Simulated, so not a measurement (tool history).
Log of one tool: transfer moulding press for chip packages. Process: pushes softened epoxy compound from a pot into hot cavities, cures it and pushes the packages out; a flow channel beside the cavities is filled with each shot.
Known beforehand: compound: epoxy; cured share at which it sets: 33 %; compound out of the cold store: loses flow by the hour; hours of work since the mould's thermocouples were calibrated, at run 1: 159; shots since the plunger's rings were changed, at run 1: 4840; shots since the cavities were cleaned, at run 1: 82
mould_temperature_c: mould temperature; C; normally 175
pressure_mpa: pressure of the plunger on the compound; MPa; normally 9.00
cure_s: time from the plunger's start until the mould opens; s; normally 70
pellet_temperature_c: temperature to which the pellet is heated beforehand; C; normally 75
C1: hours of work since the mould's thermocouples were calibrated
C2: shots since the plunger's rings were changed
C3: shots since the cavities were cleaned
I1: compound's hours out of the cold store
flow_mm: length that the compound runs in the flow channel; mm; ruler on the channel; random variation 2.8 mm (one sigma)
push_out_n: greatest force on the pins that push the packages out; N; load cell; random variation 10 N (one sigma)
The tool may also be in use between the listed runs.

Run 1, hour 0.0: usual settings; C1 159; C2 4840; C3 82; I1 44.3. Result: flow_mm 515 mm, push_out_n 519 N.
Run 2, hour 8.1: usual settings; C1 165; C2 4976; C3 218; I1 13.9. Result: flow_mm 588 mm, push_out_n 635 N.
Run 3, hour 17.5: usual settings; C1 171; C2 5133; C3 375; I1 9.7. Result: flow_mm 599 mm, push_out_n 747 N.
Run 4, hour 24.5: usual settings; C1 176; C2 5251; C3 493; I1 39.0. Result: flow_mm 527 mm, push_out_n 727 N.
Run 5, hour 31.6: usual settings but mould_temperature_c 172 C; C1 181; C2 5370; C3 612; I1 44.3. Result: flow_mm 520 mm, push_out_n 886 N.
Run 6, hour 40.0: usual settings but mould_temperature_c 182 C; C1 187; C2 5511; C3 753; I1 45.2. Result: flow_mm 507 mm, push_out_n 730 N.
At hour 48.5: cavities cleaned with cleaning compound and waxed.
Run 7, hour 48.9: usual settings but mould_temperature_c 182 C; C1 192; C2 5637; C3 8; I1 24.5. Result: flow_mm 547 mm, push_out_n 408 N.
Run 8, hour 53.7: usual settings but mould_temperature_c 182 C; C1 195; C2 5716; C3 87; I1 37.2. Result: flow_mm 517 mm, push_out_n 459 N.
Run 9, hour 61.9: usual settings but mould_temperature_c 178 C, pressure_mpa 10.16 MPa; C1 201; C2 5855; C3 226; I1 45.5. Result: flow_mm 532 mm, push_out_n 564 N.
Run 10, hour 68.4: usual settings but mould_temperature_c 178 C, pressure_mpa 10.16 MPa; C1 205; C2 5964; C3 335; I1 24.0. Result: flow_mm 588 mm, push_out_n 623 N.
Run 11, hour 74.4: usual settings but mould_temperature_c 178 C, pressure_mpa 10.16 MPa, cure_s 90 s; C1 209; C2 6065; C3 436; I1 14.7. Result: flow_mm 610 mm, push_out_n 632 N.
Run 12, hour 82.2: usual settings but pellet_temperature_c 80 C; C1 215; C2 6195; C3 566; I1 45.7. Result: flow_mm 501 mm, push_out_n 754 N.
Run 13, hour 89.3: usual settings but pellet_temperature_c 80 C; C1 219; C2 6316; C3 687; I1 25.6. Result: flow_mm 550 mm, push_out_n 805 N.
Run 14, hour 99.3: usual settings but pressure_mpa 6.86 MPa, pellet_temperature_c 80 C; C1 226; C2 6483; C3 854; I1 38.3. Result: flow_mm 456 mm, push_out_n 858 N.

Branching from run 14: 4 alternative next runs. What would each branch give?
At hour 101.5: cavities cleaned with cleaning compound and waxed.
Run A, hour 108.8: usual settings but pressure_mpa 8.64 MPa, pellet_temperature_c 80 C; C1 232; C2 6618; C3 123; I1 46.1. Result: flow_mm ?, push_out_n ?.
At hour 101.5: cavities cleaned with cleaning compound and waxed.
Run B, hour 108.8: usual settings but pellet_temperature_c 79 C; C1 232; C2 6618; C3 123; I1 22.3. Result: flow_mm ?, push_out_n ?.
At hour 101.5: cavities cleaned with cleaning compound and waxed.
Run C, hour 108.8: usual settings but mould_temperature_c 179 C, pressure_mpa 7.93 MPa, pellet_temperature_c 84 C; C1 232; C2 6618; C3 123; I1 26.0. Result: flow_mm ?, push_out_n ?.
At hour 101.5: cavities cleaned with cleaning compound and waxed.
Run D, hour 108.8: usual settings but mould_temperature_c 168 C, pressure_mpa 7.73 MPa, cure_s 59 s, pellet_temperature_c 80 C; C1 232; C2 6618; C3 123; I1 28.6. Result: flow_mm ?, push_out_n ?.

run  flow_mm  push_out_n
  A      490         540
  B      553         537
  C      508         487
  D      507        1199
What these runs would have given with no unlogged condition in the tool:
run  flow_mm  push_out_n
  A      538         451
  B      608         449
  C      558         401
  D      558        1022
